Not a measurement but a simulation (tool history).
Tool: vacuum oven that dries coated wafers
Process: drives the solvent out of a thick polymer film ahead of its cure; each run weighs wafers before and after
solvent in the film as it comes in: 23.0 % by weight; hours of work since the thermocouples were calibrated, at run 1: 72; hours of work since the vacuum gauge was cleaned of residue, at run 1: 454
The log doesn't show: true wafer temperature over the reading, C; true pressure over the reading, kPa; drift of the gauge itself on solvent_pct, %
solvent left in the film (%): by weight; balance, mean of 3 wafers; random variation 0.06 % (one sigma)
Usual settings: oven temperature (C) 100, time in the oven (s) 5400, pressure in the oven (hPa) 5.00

run,hour,oven temperature (C),time in the oven (s),pressure in the oven (hPa),hours of work since the thermocouples were calibrated,hours of work since the vacuum gauge was cleaned of residue,solvent left in the film (%)
1,0.0,100,5400,5.00,72,454,3.44
2,37.3,100,5400,5.00,97,478,3.69
3,77.8,100,5400,5.00,123,504,3.80
4,111.3,100,3720,5.00,145,526,6.03
5,132.9,100,3480,5.00,159,540,6.50
6,179.0,100,3480,5.00,189,571,6.46
7,205.2,100,3480,5.00,206,588,6.37
8,250.3,100,5400,5.00,236,617,3.73
9,280.4,100,3180,5.00,256,637,7.09
10,303.1,100,5400,3.94,270,652,3.72
11,344.1,100,5400,3.94,297,678,3.68
12,374.5,100,7200,5.00,317,698,2.26
13,417.0,100,7200,5.00,345,726,2.23
14,442.6,100,7200,5.00,362,743,2.31
15,469.6,109,5400,5.00,379,760,1.50
16,516.3,109,4080,5.00,410,791,2.65
17,562.5,109,4080,5.00,440,821,2.78
18,600.2,109,4080,5.00,464,846,2.68
19,633.7,109,4080,5.00,486,868,2.78
20,658.6,100,9060,5.00,503,884,1.45
21,690.0,100,9060,5.00,523,904,1.56
22,709.6,90,5400,5.00,536,917,7.51
23,731.3,90,5400,5.00,550,931,7.46

Forecast run 24:
24,759.0,90,5400,5.00,568,949,?

Run 24 gave solvent left in the film (%) 7.66.
Without the tool's hidden state the same run would have given solvent left in the film (%) 6.99.

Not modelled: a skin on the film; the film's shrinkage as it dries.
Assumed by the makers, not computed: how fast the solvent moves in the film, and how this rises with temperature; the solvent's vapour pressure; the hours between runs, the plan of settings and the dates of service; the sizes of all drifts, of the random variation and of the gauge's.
